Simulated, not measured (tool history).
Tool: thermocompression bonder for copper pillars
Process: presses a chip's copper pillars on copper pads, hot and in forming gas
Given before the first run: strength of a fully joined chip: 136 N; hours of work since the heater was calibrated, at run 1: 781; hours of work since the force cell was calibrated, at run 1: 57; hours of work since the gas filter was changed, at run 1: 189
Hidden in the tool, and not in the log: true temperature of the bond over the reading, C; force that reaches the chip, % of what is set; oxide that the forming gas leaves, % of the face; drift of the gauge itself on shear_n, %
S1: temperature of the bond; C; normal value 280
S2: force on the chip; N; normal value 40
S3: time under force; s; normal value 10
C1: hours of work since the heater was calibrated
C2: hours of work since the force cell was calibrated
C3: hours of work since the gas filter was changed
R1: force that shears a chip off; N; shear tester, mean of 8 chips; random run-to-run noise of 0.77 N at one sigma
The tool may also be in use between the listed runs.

run      day   S1  S2  S3    C1   C2   C3    R1
  1    0.000  280  40  10   781   57  189  62.4
  2    2.142  280  40  10   807   83  215  62.0
  3    4.933  280  40   9   842  117  249  60.2
  4    8.921  280  40   9   891  166  298  59.1
  5   12.933  274  40  10   940  216  347  57.7
  6   14.629  280  40  10   961  237  368  62.1
  7   16.717  297  40  10   986  262  394  75.9
  8   20.425  280  45  10  1032  308  439  65.0
  9   22.154  280  45  10  1053  329  461  64.0
      23.921  -- forming gas filter changed
 10   23.921  280  45  10  1075  351    0  71.2
 11   26.142  280  40  10  1102  378   27  69.0
 12   29.504  280  24  10  1143  419   69  53.4
 13   31.542  280  40  10  1168  444   94  67.8
 14   34.421  280  40  10  1204  480  129  68.0
 15   37.475  280  40  10  1241  517  167  67.2
 16   40.133  280  40  10  1274  550  199  69.0
 17   43.800  283  40  10  1319  595  244  69.3
 18   46.938  283  40  10  1357  633  283  68.7
 19   50.388  283  40  10  1400  676  325  68.0
      52.308  -- heater calibrated with a thermocouple chip
 20   54.292  280  40  10    24  723  372  55.0
 21   57.125  288  28   6    59  757  407  43.1
      57.550  -- force cell calibrated
 22   61.017  289  40  10   106   43  454  62.6
 23   62.646  264  37   8   126   63  474  38.7
      63.200  -- forming gas filter changed
 24   65.938  259  40  10   166  103   34  44.2
      66.367  -- force cell calibrated, once more
 25   69.850  280  40  12   214   43   81  63.7
 26   73.554  255  30  15   259   88  126  39.8
 27   76.921  268  40   7   301  130  168  43.3
 28   80.483  304  26   7   344  173  212  59.2
 29   82.654  304  26   7   371  200  238  59.2
 30   84.608  304  26   9   395  224  262  64.2
 31   86.846  302  33   9   423  252  290  69.8
 32   89.692  280  31   9   458  287  325  49.7
 33   91.929  280  39   7   485  314  352  50.6
 34   93.762  287  59  17   508  337  375  87.8
 35   96.762  287  59  17   544  373  412  87.1
 36  100.262  280  28  19   587  417  455  62.9
     102.471  -- forming gas filter changed
 37  104.154  280  28  19   635  464   21  69.6
 38  106.296  273  46   9   661  490   47  58.3
 39  110.275  305  40   5   710  539   96  68.9

Consider 3 possible next runs. They are alternatives, not a sequence: every one starts from the tool as it was left by run 39. What does each give?
  A  113.804  268  31  17  754  583  139   ?
  B  113.804  254  45  27  754  583  139   ?
  C  113.804  285  40  10  754  583  139   ?

run    R1
  A  58.6
  B  66.1
  C  68.8
Without the tool's unlogged condition, the same runs would have read:
run    R1
  A  53.8
  B  60.7
  C  64.1
